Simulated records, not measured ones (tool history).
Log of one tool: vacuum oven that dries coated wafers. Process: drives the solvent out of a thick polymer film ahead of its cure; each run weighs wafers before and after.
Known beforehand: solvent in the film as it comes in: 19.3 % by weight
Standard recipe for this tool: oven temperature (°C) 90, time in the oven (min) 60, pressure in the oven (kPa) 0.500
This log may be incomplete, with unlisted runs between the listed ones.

run 1 hour=0.0 | oven_temperature_(°C)=90 time_in_the_oven_(min)=60 pressure_in_the_oven_(kPa)=0.500 | solvent_left_in_the_film_(%)=4.19
run 2 hour=8.3 | oven_temperature_(°C)=90 time_in_the_oven_(min)=41 pressure_in_the_oven_(kPa)=0.500 | solvent_left_in_the_film_(%)=6.32
run 3 hour=18.1 | oven_temperature_(°C)=90 time_in_the_oven_(min)=41 pressure_in_the_oven_(kPa)=0.500 | solvent_left_in_the_film_(%)=6.34
run 4 hour=32.5 | oven_temperature_(°C)=90 time_in_the_oven_(min)=51 pressure_in_the_oven_(kPa)=0.500 | solvent_left_in_the_film_(%)=5.10
run 5 hour=41.0 | oven_temperature_(°C)=90 time_in_the_oven_(min)=51 pressure_in_the_oven_(kPa)=0.500 | solvent_left_in_the_film_(%)=5.11
run 6 hour=48.3 | oven_temperature_(°C)=90 time_in_the_oven_(min)=51 pressure_in_the_oven_(kPa)=0.500 | solvent_left_in_the_film_(%)=5.10
run 7 hour=59.0 | oven_temperature_(°C)=90 time_in_the_oven_(min)=60 pressure_in_the_oven_(kPa)=0.500 | solvent_left_in_the_film_(%)=4.17
run 8 hour=70.7 | oven_temperature_(°C)=90 time_in_the_oven_(min)=60 pressure_in_the_oven_(kPa)=0.500 | solvent_left_in_the_film_(%)=4.19
run 9 hour=85.0 | oven_temperature_(°C)=90 time_in_the_oven_(min)=47 pressure_in_the_oven_(kPa)=0.322 | solvent_left_in_the_film_(%)=5.48
run 10 hour=98.4 | oven_temperature_(°C)=75 time_in_the_oven_(min)=103 pressure_in_the_oven_(kPa)=1.349 | solvent_left_in_the_film_(%)=5.19
run 11 hour=106.7 | oven_temperature_(°C)=95 time_in_the_oven_(min)=46 pressure_in_the_oven_(kPa)=0.500 | solvent_left_in_the_film_(%)=4.56
run 12 hour=120.3 | oven_temperature_(°C)=86 time_in_the_oven_(min)=106 pressure_in_the_oven_(kPa)=0.500 | solvent_left_in_the_film_(%)=2.25
run 13 hour=129.2 | oven_temperature_(°C)=86 time_in_the_oven_(min)=106 pressure_in_the_oven_(kPa)=0.255 | solvent_left_in_the_film_(%)=2.12
run 14 hour=141.0 | oven_temperature_(°C)=86 time_in_the_oven_(min)=106 pressure_in_the_oven_(kPa)=0.255 | solvent_left_in_the_film_(%)=2.11

Here are 5 independent what-if runs from the current tool condition. What would each one return?
run A hour=148.8 | oven_temperature_(°C)=87 time_in_the_oven_(min)=33 pressure_in_the_oven_(kPa)=0.261 | solvent_left_in_the_film_(%)=?
run B hour=148.8 | oven_temperature_(°C)=86 time_in_the_oven_(min)=94 pressure_in_the_oven_(kPa)=0.255 | solvent_left_in_the_film_(%)=?
run C hour=148.8 | oven_temperature_(°C)=77 time_in_the_oven_(min)=106 pressure_in_the_oven_(kPa)=0.832 | solvent_left_in_the_film_(%)=?
run D hour=148.8 | oven_temperature_(°C)=90 time_in_the_oven_(min)=60 pressure_in_the_oven_(kPa)=0.796 | solvent_left_in_the_film_(%)=?
run E hour=148.8 | oven_temperature_(°C)=83 time_in_the_oven_(min)=106 pressure_in_the_oven_(kPa)=1.055 | solvent_left_in_the_film_(%)=?

run=A solvent_left_in_the_film_(%)=8.12
run=B solvent_left_in_the_film_(%)=2.63
run=C solvent_left_in_the_film_(%)=4.22
run=D solvent_left_in_the_film_(%)=4.29
run=E solvent_left_in_the_film_(%)=3.02
What these runs would have given with no unlogged condition in the tool:
run=A solvent_left_in_the_film_(%)=8.12
run=B solvent_left_in_the_film_(%)=2.64
run=C solvent_left_in_the_film_(%)=4.23
run=D solvent_left_in_the_film_(%)=4.30
run=E solvent_left_in_the_film_(%)=3.03
